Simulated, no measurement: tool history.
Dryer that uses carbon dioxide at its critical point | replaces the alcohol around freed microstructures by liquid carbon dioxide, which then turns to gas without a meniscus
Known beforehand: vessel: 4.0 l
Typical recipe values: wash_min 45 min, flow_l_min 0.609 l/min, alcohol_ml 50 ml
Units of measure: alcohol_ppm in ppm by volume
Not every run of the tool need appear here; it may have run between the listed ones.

{"run": 1, "day": 0.0, "wash_min": 45, "flow_l_min": 0.609, "alcohol_ml": 50, "alcohol_ppm": 95}
{"run": 2, "day": 1.538, "wash_min": 45, "flow_l_min": 0.609, "alcohol_ml": 50, "alcohol_ppm": 100}
{"day": 1.875, "done": "inlet filter changed"}
{"run": 3, "day": 2.554, "wash_min": 45, "flow_l_min": 0.609, "alcohol_ml": 50, "alcohol_ppm": 85}
{"run": 4, "day": 3.767, "wash_min": 45, "flow_l_min": 0.609, "alcohol_ml": 50, "alcohol_ppm": 91}
{"run": 5, "day": 5.154, "wash_min": 45, "flow_l_min": 0.609, "alcohol_ml": 50, "alcohol_ppm": 89}
{"run": 6, "day": 7.288, "wash_min": 45, "flow_l_min": 0.609, "alcohol_ml": 50, "alcohol_ppm": 96}
{"run": 7, "day": 8.279, "wash_min": 45, "flow_l_min": 0.609, "alcohol_ml": 50, "alcohol_ppm": 90}
{"run": 8, "day": 10.258, "wash_min": 45, "flow_l_min": 0.609, "alcohol_ml": 50, "alcohol_ppm": 101}
{"run": 9, "day": 12.171, "wash_min": 45, "flow_l_min": 0.609, "alcohol_ml": 50, "alcohol_ppm": 119}
{"run": 10, "day": 13.621, "wash_min": 45, "flow_l_min": 0.609, "alcohol_ml": 50, "alcohol_ppm": 119}
{"run": 11, "day": 15.471, "wash_min": 45, "flow_l_min": 0.609, "alcohol_ml": 50, "alcohol_ppm": 120}
{"run": 12, "day": 17.283, "wash_min": 45, "flow_l_min": 0.609, "alcohol_ml": 50, "alcohol_ppm": 137}
{"run": 13, "day": 19.329, "wash_min": 45, "flow_l_min": 0.405, "alcohol_ml": 50, "alcohol_ppm": 404}
{"day": 20.529, "done": "inlet filter changed"}
{"run": 14, "day": 20.754, "wash_min": 45, "flow_l_min": 0.609, "alcohol_ml": 50, "alcohol_ppm": 121}
{"run": 15, "day": 22.738, "wash_min": 31, "flow_l_min": 0.609, "alcohol_ml": 50, "alcohol_ppm": 267}
{"run": 16, "day": 24.067, "wash_min": 31, "flow_l_min": 0.609, "alcohol_ml": 50, "alcohol_ppm": 259}
{"run": 17, "day": 25.054, "wash_min": 31, "flow_l_min": 0.609, "alcohol_ml": 50, "alcohol_ppm": 281}
{"run": 18, "day": 26.75, "wash_min": 31, "flow_l_min": 0.609, "alcohol_ml": 50, "alcohol_ppm": 283}
{"run": 19, "day": 28.262, "wash_min": 45, "flow_l_min": 0.828, "alcohol_ml": 50, "alcohol_ppm": 127}
{"run": 20, "day": 29.396, "wash_min": 45, "flow_l_min": 0.641, "alcohol_ml": 50, "alcohol_ppm": 134}
{"run": 21, "day": 30.492, "wash_min": 45, "flow_l_min": 0.641, "alcohol_ml": 50, "alcohol_ppm": 134}
{"day": 31.288, "done": "purifier's bed changed"}
{"run": 22, "day": 32.717, "wash_min": 45, "flow_l_min": 0.641, "alcohol_ml": 50, "alcohol_ppm": 34}
{"run": 23, "day": 34.629, "wash_min": 45, "flow_l_min": 0.641, "alcohol_ml": 50, "alcohol_ppm": 36}

Predict the results of run 24:
{"run": 24, "day": 36.875, "wash_min": 45, "flow_l_min": 0.641, "alcohol_ml": 50, "alcohol_ppm": "?"}

Logged for run 24: alcohol_ppm 48 ppm by volume.
On a tool with no hidden condition, and with the same random variation, this run would have come out at alcohol_ppm 20 ppm by volume.
